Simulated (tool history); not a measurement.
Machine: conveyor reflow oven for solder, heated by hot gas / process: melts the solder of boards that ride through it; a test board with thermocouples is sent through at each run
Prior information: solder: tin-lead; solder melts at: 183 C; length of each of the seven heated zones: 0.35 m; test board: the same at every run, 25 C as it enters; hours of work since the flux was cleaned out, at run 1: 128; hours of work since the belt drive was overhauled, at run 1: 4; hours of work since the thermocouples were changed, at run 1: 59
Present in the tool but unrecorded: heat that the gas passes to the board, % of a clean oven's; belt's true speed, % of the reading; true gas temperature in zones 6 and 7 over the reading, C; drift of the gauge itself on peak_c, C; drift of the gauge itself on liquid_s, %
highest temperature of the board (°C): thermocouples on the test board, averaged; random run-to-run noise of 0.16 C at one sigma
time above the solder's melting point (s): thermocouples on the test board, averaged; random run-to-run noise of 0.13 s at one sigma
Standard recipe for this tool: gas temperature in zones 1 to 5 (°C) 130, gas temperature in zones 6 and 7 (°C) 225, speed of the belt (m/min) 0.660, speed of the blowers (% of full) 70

run,day,gas temperature in zones 1 to 5 (°C),gas temperature in zones 6 and 7 (°C),speed of the belt (m/min),speed of the blowers (% of full),hours of work since the flux was cleaned out,hours of work since the belt drive was overhauled,hours of work since the thermocouples were changed,highest temperature of the board (°C),time above the solder's melting point (s)
1,0.000,130,225,0.660,70,128,4,59,209.5,40.3
2,1.188,130,225,0.660,52,147,23,78,205.7,36.1
3,3.054,130,225,0.660,52,176,52,107,205.5,36.2
4,4.408,130,225,0.660,52,197,74,128,205.8,36.0
5,5.983,130,225,0.660,52,222,98,153,205.5,36.1
6,7.625,130,225,0.660,52,248,124,179,205.4,35.9
7,8.671,144,225,0.660,70,264,141,196,211.2,46.1
8,9.900,144,225,0.660,70,284,160,215,211.0,46.1
9,11.058,130,225,0.660,70,302,178,233,208.8,39.6
10,12.412,130,225,0.660,70,323,200,254,208.5,39.7
11,14.392,130,225,0.660,70,354,231,285,208.5,39.6
12,15.392,130,225,0.660,73,370,246,301,209.0,39.9
13,17.546,130,225,0.660,73,404,280,335,208.7,40.0
14,18.871,130,225,0.660,73,425,301,356,208.7,39.8
15,19.858,141,225,0.660,73,440,317,372,210.3,44.8
# day 20.404: flux residue cleaned out of gas plates and filters
16,22.104,141,225,0.660,73,27,349,404,209.3,43.5
17,23.962,141,225,0.660,73,56,378,433,209.2,43.4
18,25.912,117,239,0.660,58,87,409,463,213.8,39.9
19,27.954,141,225,0.771,70,119,441,496,203.7,31.4
20,29.412,141,225,0.771,70,142,464,519,203.5,31.2
21,31.488,141,225,0.768,70,174,496,551,203.6,31.5
22,33.154,139,213,0.660,57,201,523,577,195.9,27.8
# day 33.675: flux residue cleaned out of gas plates and filters, once more
# day 34.338: thermocouples of zones 6 and 7 changed
23,35.742,139,213,0.660,57,31,559,22,200.1,34.1
24,37.662,139,213,0.660,57,61,589,52,199.9,34.2
25,39.054,130,230,0.573,62,83,611,74,217.8,55.3
26,40.058,130,227,0.573,50,99,627,90,213.2,50.9
27,41.579,126,217,0.660,52,123,651,114,199.8,29.6
28,42.871,126,217,0.627,76,143,671,134,204.9,39.2
29,44.971,125,235,0.722,63,176,704,167,214.1,38.7
30,46.867,130,225,0.592,70,206,734,197,213.2,50.2
31,48.438,116,225,0.592,70,231,758,222,211.3,45.0
32,49.779,130,229,0.604,78,252,779,243,217.1,52.2

Alternative continuations, all from the tool just after run 32; predict every row:
A,50.729,130,215,0.688,58,267,794,258,?,?
B,50.729,116,229,0.604,78,267,794,258,?,?
C,50.729,130,229,0.531,65,267,794,258,?,?

run,highest temperature of the board (°C),time above the solder's melting point (s)
A,198.4,27.7
B,215.5,47.4
C,218.8,61.1
With no hidden state in the tool, these same runs would have given:
run,highest temperature of the board (°C),time above the solder's melting point (s)
A,198.5,27.3
B,215.7,46.6
C,218.8,59.8

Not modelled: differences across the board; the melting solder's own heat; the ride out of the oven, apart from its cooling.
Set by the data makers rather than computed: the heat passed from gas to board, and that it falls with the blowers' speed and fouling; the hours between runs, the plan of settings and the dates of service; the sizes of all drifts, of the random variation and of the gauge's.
